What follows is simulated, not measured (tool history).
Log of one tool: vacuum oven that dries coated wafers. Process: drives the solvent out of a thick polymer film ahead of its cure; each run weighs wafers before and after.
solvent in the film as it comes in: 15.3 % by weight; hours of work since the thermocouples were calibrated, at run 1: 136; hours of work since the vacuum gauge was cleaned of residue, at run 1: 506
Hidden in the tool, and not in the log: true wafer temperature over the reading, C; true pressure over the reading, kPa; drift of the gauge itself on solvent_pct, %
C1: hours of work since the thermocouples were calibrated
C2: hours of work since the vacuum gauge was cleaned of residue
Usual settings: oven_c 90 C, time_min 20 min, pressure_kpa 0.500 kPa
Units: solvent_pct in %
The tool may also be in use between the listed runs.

{"run": 1, "hour": 0.0, "oven_c": 90, "time_min": 20, "pressure_kpa": 0.5, "C1": 136, "C2": 506, "solvent_pct": 2.4}
{"run": 2, "hour": 25.1, "oven_c": 90, "time_min": 20, "pressure_kpa": 0.5, "C1": 151, "C2": 521, "solvent_pct": 2.4}
{"run": 3, "hour": 47.2, "oven_c": 90, "time_min": 20, "pressure_kpa": 0.5, "C1": 165, "C2": 534, "solvent_pct": 2.39}
{"run": 4, "hour": 72.0, "oven_c": 90, "time_min": 20, "pressure_kpa": 0.5, "C1": 180, "C2": 549, "solvent_pct": 2.48}
{"run": 5, "hour": 99.3, "oven_c": 90, "time_min": 20, "pressure_kpa": 0.984, "C1": 196, "C2": 566, "solvent_pct": 3.35}
{"run": 6, "hour": 121.8, "oven_c": 90, "time_min": 20, "pressure_kpa": 0.984, "C1": 210, "C2": 580, "solvent_pct": 3.34}
{"run": 7, "hour": 154.7, "oven_c": 90, "time_min": 20, "pressure_kpa": 0.984, "C1": 230, "C2": 600, "solvent_pct": 3.34}
{"run": 8, "hour": 187.3, "oven_c": 90, "time_min": 20, "pressure_kpa": 0.984, "C1": 250, "C2": 619, "solvent_pct": 3.37}
{"run": 9, "hour": 218.4, "oven_c": 90, "time_min": 20, "pressure_kpa": 0.984, "C1": 269, "C2": 638, "solvent_pct": 3.31}
{"run": 10, "hour": 233.7, "oven_c": 90, "time_min": 20, "pressure_kpa": 0.984, "C1": 278, "C2": 648, "solvent_pct": 3.32}
{"run": 11, "hour": 264.6, "oven_c": 90, "time_min": 20, "pressure_kpa": 0.984, "C1": 297, "C2": 666, "solvent_pct": 3.39}
{"run": 12, "hour": 290.0, "oven_c": 90, "time_min": 20, "pressure_kpa": 0.984, "C1": 312, "C2": 682, "solvent_pct": 3.26}
{"run": 13, "hour": 310.8, "oven_c": 76, "time_min": 20, "pressure_kpa": 0.984, "C1": 325, "C2": 694, "solvent_pct": 6.72}
{"run": 14, "hour": 337.1, "oven_c": 76, "time_min": 20, "pressure_kpa": 0.984, "C1": 341, "C2": 710, "solvent_pct": 6.69}
{"run": 15, "hour": 361.2, "oven_c": 90, "time_min": 20, "pressure_kpa": 0.5, "C1": 355, "C2": 725, "solvent_pct": 2.43}
{"run": 16, "hour": 389.1, "oven_c": 90, "time_min": 20, "pressure_kpa": 0.5, "C1": 372, "C2": 742, "solvent_pct": 2.4}
{"hour": 392.4, "done": "vacuum gauge cleaned of residue and calibrated"}
{"run": 17, "hour": 407.1, "oven_c": 90, "time_min": 20, "pressure_kpa": 0.5, "C1": 382, "C2": 9, "solvent_pct": 2.64}
{"run": 18, "hour": 428.7, "oven_c": 90, "time_min": 20, "pressure_kpa": 0.5, "C1": 395, "C2": 22, "solvent_pct": 2.65}
{"run": 19, "hour": 460.0, "oven_c": 90, "time_min": 13, "pressure_kpa": 0.5, "C1": 414, "C2": 41, "solvent_pct": 3.97}
{"hour": 487.3, "done": "vacuum gauge cleaned of residue and calibrated, once more"}
{"run": 20, "hour": 487.3, "oven_c": 90, "time_min": 13, "pressure_kpa": 0.5, "C1": 430, "C2": 0, "solvent_pct": 3.43}
{"run": 21, "hour": 522.1, "oven_c": 90, "time_min": 13, "pressure_kpa": 0.5, "C1": 451, "C2": 21, "solvent_pct": 3.45}
{"run": 22, "hour": 545.0, "oven_c": 90, "time_min": 13, "pressure_kpa": 0.5, "C1": 465, "C2": 35, "solvent_pct": 3.44}
{"run": 23, "hour": 562.0, "oven_c": 90, "time_min": 13, "pressure_kpa": 0.5, "C1": 475, "C2": 45, "solvent_pct": 3.45}
{"run": 24, "hour": 593.1, "oven_c": 90, "time_min": 20, "pressure_kpa": 0.5, "C1": 494, "C2": 64, "solvent_pct": 2.01}
{"run": 25, "hour": 620.5, "oven_c": 90, "time_min": 23, "pressure_kpa": 0.5, "C1": 511, "C2": 81, "solvent_pct": 1.73}
{"run": 26, "hour": 639.8, "oven_c": 90, "time_min": 23, "pressure_kpa": 0.5, "C1": 523, "C2": 93, "solvent_pct": 1.76}
{"run": 27, "hour": 663.9, "oven_c": 78, "time_min": 26, "pressure_kpa": 1.802, "C1": 537, "C2": 107, "solvent_pct": 7.19}
{"run": 28, "hour": 683.5, "oven_c": 90, "time_min": 20, "pressure_kpa": 0.614, "C1": 549, "C2": 119, "solvent_pct": 2.27}
{"run": 29, "hour": 707.4, "oven_c": 100, "time_min": 25, "pressure_kpa": 0.402, "C1": 564, "C2": 134, "solvent_pct": 0.7}
{"run": 30, "hour": 732.6, "oven_c": 80, "time_min": 35, "pressure_kpa": 0.377, "C1": 579, "C2": 149, "solvent_pct": 1.94}
{"run": 31, "hour": 758.0, "oven_c": 80, "time_min": 35, "pressure_kpa": 0.377, "C1": 594, "C2": 164, "solvent_pct": 1.95}
{"hour": 793.3, "done": "oven's thermocouples calibrated"}
{"run": 32, "hour": 793.3, "oven_c": 80, "time_min": 35, "pressure_kpa": 0.377, "C1": 0, "C2": 185, "solvent_pct": 2.2}
{"run": 33, "hour": 807.8, "oven_c": 85, "time_min": 27, "pressure_kpa": 1.767, "C1": 9, "C2": 193, "solvent_pct": 5.49}
{"run": 34, "hour": 833.8, "oven_c": 85, "time_min": 27, "pressure_kpa": 1.767, "C1": 25, "C2": 209, "solvent_pct": 5.43}
{"run": 35, "hour": 867.7, "oven_c": 85, "time_min": 27, "pressure_kpa": 1.767, "C1": 45, "C2": 230, "solvent_pct": 5.48}
{"run": 36, "hour": 895.6, "oven_c": 97, "time_min": 14, "pressure_kpa": 1.448, "C1": 62, "C2": 247, "solvent_pct": 3.65}
{"run": 37, "hour": 920.2, "oven_c": 97, "time_min": 14, "pressure_kpa": 1.448, "C1": 77, "C2": 262, "solvent_pct": 3.62}
{"run": 38, "hour": 940.8, "oven_c": 97, "time_min": 14, "pressure_kpa": 1.448, "C1": 90, "C2": 274, "solvent_pct": 3.62}
{"run": 39, "hour": 969.0, "oven_c": 97, "time_min": 14, "pressure_kpa": 1.011, "C1": 107, "C2": 291, "solvent_pct": 2.93}
{"run": 40, "hour": 1003.1, "oven_c": 93, "time_min": 15, "pressure_kpa": 0.349, "C1": 127, "C2": 312, "solvent_pct": 2.41}
{"run": 41, "hour": 1022.9, "oven_c": 90, "time_min": 11, "pressure_kpa": 1.604, "C1": 139, "C2": 324, "solvent_pct": 6.22}
{"run": 42, "hour": 1054.4, "oven_c": 80, "time_min": 19, "pressure_kpa": 0.896, "C1": 159, "C2": 343, "solvent_pct": 5.49}
{"run": 43, "hour": 1082.2, "oven_c": 83, "time_min": 22, "pressure_kpa": 1.906, "C1": 175, "C2": 360, "solvent_pct": 6.76}
{"run": 44, "hour": 1111.3, "oven_c": 83, "time_min": 22, "pressure_kpa": 1.906, "C1": 193, "C2": 378, "solvent_pct": 6.77}
{"run": 45, "hour": 1127.6, "oven_c": 90, "time_min": 20, "pressure_kpa": 0.5, "C1": 203, "C2": 388, "solvent_pct": 2.3}
{"run": 46, "hour": 1160.0, "oven_c": 96, "time_min": 32, "pressure_kpa": 1.806, "C1": 223, "C2": 407, "solvent_pct": 3.27}
{"run": 47, "hour": 1177.9, "oven_c": 82, "time_min": 32, "pressure_kpa": 0.266, "C1": 234, "C2": 418, "solvent_pct": 1.87}
{"run": 48, "hour": 1193.4, "oven_c": 90, "time_min": 31, "pressure_kpa": 0.5, "C1": 243, "C2": 428, "solvent_pct": 1.54}

3 ways to go on from here, each from the tool as it stands after run 48. What would each give?
{"run": "A", "hour": 1227.4, "oven_c": 90, "time_min": 17, "pressure_kpa": 0.5, "C1": 264, "C2": 448, "solvent_pct": "?"}
{"run": "B", "hour": 1227.4, "oven_c": 90, "time_min": 23, "pressure_kpa": 0.5, "C1": 264, "C2": 448, "solvent_pct": "?"}
{"run": "C", "hour": 1227.4, "oven_c": 95, "time_min": 20, "pressure_kpa": 0.5, "C1": 264, "C2": 448, "solvent_pct": "?"}

run=A solvent_pct=2.79
run=B solvent_pct=2.00
run=C solvent_pct=1.65
Without the tool's hidden state the same runs would have given:
run=A solvent_pct=2.67
run=B solvent_pct=1.87
run=C solvent_pct=1.54

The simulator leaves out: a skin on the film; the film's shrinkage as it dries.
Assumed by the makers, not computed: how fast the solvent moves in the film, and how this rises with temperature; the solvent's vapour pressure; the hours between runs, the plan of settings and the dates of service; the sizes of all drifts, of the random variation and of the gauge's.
